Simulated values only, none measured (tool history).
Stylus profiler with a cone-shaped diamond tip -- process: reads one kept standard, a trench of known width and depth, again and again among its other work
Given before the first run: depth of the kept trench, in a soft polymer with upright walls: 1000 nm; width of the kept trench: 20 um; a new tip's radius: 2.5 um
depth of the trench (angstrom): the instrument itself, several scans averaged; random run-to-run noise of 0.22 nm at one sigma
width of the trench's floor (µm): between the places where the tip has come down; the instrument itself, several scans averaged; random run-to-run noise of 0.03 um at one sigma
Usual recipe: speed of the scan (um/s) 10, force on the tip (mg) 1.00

| run | hour | speed of the scan (um/s) | force on the tip (mg) | depth of the trench (angstrom) | width of the trench's floor (µm) |
|---|---|---|---|---|---|
| 1 | 0.0 | 10 | 1.00 | 10070.3 | 15.42 |
| 2 | 22.2 | 10 | 1.00 | 10077.4 | 15.38 |
| 3 | 40.0 | 10 | 1.00 | 10074.3 | 15.32 |
| 4 | 49.9 | 10 | 1.09 | 10081.5 | 15.39 |
| 5 | 60.2 | 10 | 1.24 | 10088.9 | 15.37 |
| 6 | 76.7 | 3 | 1.00 | 10078.7 | 15.42 |
| 7 | 87.0 | 3 | 1.00 | 10075.9 | 15.40 |
| 8 | 101.3 | 3 | 1.00 | 10077.2 | 15.33 |
| 9 | 114.6 | 10 | 2.00 | 10111.9 | 15.33 |
| 10 | 130.8 | 10 | 1.00 | 10079.2 | 15.32 |
| 11 | 151.0 | 10 | 1.00 | 10078.7 | 15.25 |
| 12 | 171.3 | 10 | 1.00 | 10082.3 | 15.26 |
| 13 | 180.9 | 31 | 1.00 | 10080.8 | 15.10 |
| 14 | 197.1 | 31 | 1.00 | 10083.5 | 15.03 |
| 15 | 217.3 | 3 | 2.73 | 10138.6 | 15.31 |
| 16 | 234.1 | 20 | 2.35 | 10126.2 | 15.19 |
| 17 | 256.9 | 4 | 2.99 | 10147.3 | 15.28 |
| 18 | 267.3 | 20 | 1.50 | 10097.4 | 15.16 |
| 19 | 278.1 | 20 | 1.50 | 10102.2 | 15.13 |
| 20 | 292.1 | 20 | 1.50 | 10102.9 | 15.06 |
| 21 | 312.9 | 10 | 0.83 | 10076.6 | 15.15 |
| 22 | 325.0 | 30 | 1.00 | 10090.4 | 14.98 |
| 23 | 347.2 | 5 | 2.32 | 10131.2 | 15.15 |
| 24 | 360.2 | 36 | 1.83 | 10110.4 | 14.96 |
| 25 | 381.4 | 34 | 0.71 | 10074.1 | 14.82 |
| 26 | 390.6 | 7 | 0.37 | 10059.6 | 15.10 |
| 27 | 410.9 | 5 | 2.09 | 10122.4 | 15.06 |
| 28 | 433.6 | 18 | 2.09 | 10129.5 | 15.05 |

Predict each of these 5 candidate next runs independently; none follows another, all start after run 28:
| A | 453.7 | 10 | 1.52 | ? | ? |
| B | 453.7 | 3 | 0.37 | ? | ? |
| C | 453.7 | 12 | 1.47 | ? | ? |
| D | 453.7 | 3 | 0.47 | ? | ? |
| E | 453.7 | 17 | 0.36 | ? | ? |

| run | depth of the trench (angstrom) | width of the trench's floor (µm) |
|---|---|---|
| A | 10108.9 | 15.08 |
| B | 10055.0 | 15.05 |
| C | 10104.8 | 15.04 |
| D | 10064.8 | 15.05 |
| E | 10059.9 | 14.92 |
Stripped of hidden state, with their random variation kept, the same runs would have yielded:
| run | depth of the trench (angstrom) | width of the trench's floor (µm) |
|---|---|---|
| A | 10078.6 | 15.97 |
| B | 10024.9 | 15.94 |
| C | 10074.6 | 15.93 |
| D | 10034.6 | 15.95 |
| E | 10029.7 | 15.81 |
